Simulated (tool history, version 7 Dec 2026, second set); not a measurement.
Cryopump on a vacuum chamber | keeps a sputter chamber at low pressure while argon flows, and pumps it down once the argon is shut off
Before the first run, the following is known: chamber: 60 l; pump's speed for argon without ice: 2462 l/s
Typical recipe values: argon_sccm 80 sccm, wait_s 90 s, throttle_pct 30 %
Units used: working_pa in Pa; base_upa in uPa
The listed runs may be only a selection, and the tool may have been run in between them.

run	hour	argon_sccm	wait_s	throttle_pct	working_pa	base_upa
1	0	80	90	30	0.187	0.5
2	89.2	80	90	30	0.1865	0.53
3	205.4	138	90	30	0.327	0.56
4	316.8	58	90	30	0.1369	0.59
5	431.4	58	90	30	0.1384	0.65
6	548.3	58	90	30	0.1395	0.69
7	615.8	60	90	30	0.1443	0.65

Run 8 is up next; what results do you expect?
8	693	60	90	30	?	?

{"run 8": {"working_pa": 0.1444, "base_upa": 0.69}}
Minus the tool's unlogged condition, the same run would have read working_pa 0.1366 Pa, base_upa 0.36 uPa.
